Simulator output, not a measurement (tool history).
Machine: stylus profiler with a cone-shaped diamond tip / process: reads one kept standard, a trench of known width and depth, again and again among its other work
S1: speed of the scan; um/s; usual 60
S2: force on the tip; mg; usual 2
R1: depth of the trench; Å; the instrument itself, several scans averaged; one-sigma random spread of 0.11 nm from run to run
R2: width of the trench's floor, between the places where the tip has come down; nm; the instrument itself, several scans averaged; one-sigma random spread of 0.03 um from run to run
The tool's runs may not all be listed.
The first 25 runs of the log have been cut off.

{"run": 26, "hour": 1733.8, "S1": 37, "S2": 0.75, "R1": 2011.6, "R2": 27650}
{"run": 27, "hour": 1790.7, "S1": 175, "S2": 1.08, "R1": 2016.1, "R2": 26300}
{"run": 28, "hour": 1853.4, "S1": 175, "S2": 1.08, "R1": 2014.5, "R2": 26300}
{"run": 29, "hour": 1915.9, "S1": 29, "S2": 0.78, "R1": 2012.5, "R2": 27630}
{"run": 30, "hour": 2018.7, "S1": 104, "S2": 1.08, "R1": 2013.7, "R2": 26990}
{"run": 31, "hour": 2111.8, "S1": 20, "S2": 5.02, "R1": 2045.5, "R2": 27870}
{"run": 32, "hour": 2162.4, "S1": 60, "S2": 5.02, "R1": 2040.9, "R2": 27700}
{"run": 33, "hour": 2250.8, "S1": 60, "S2": 5.02, "R1": 2043.9, "R2": 27750}
{"run": 34, "hour": 2335.9, "S1": 22, "S2": 4.87, "R1": 2044, "R2": 27900}
{"run": 35, "hour": 2434.1, "S1": 47, "S2": 1.21, "R1": 2016.3, "R2": 27540}
{"run": 36, "hour": 2502.7, "S1": 186, "S2": 5.51, "R1": 2043.8, "R2": 27230}
{"run": 37, "hour": 2557.5, "S1": 112, "S2": 0.81, "R1": 2013.8, "R2": 26720}
{"run": 38, "hour": 2626.5, "S1": 41, "S2": 1.88, "R1": 2022, "R2": 27700}
{"run": 39, "hour": 2690.1, "S1": 61, "S2": 0.98, "R1": 2016, "R2": 27400}

Estimate the outcome of run 40 from the log above:
{"run": 40, "hour": 2763.5, "S1": 61, "S2": 0.98, "R1": "?", "R2": "?"}

Run 40 gave R1 2013.5 Å, R2 27330 nm.
Minus the tool's unlogged condition, the same run would have read R1 2013.6 Å, R2 27360 nm.

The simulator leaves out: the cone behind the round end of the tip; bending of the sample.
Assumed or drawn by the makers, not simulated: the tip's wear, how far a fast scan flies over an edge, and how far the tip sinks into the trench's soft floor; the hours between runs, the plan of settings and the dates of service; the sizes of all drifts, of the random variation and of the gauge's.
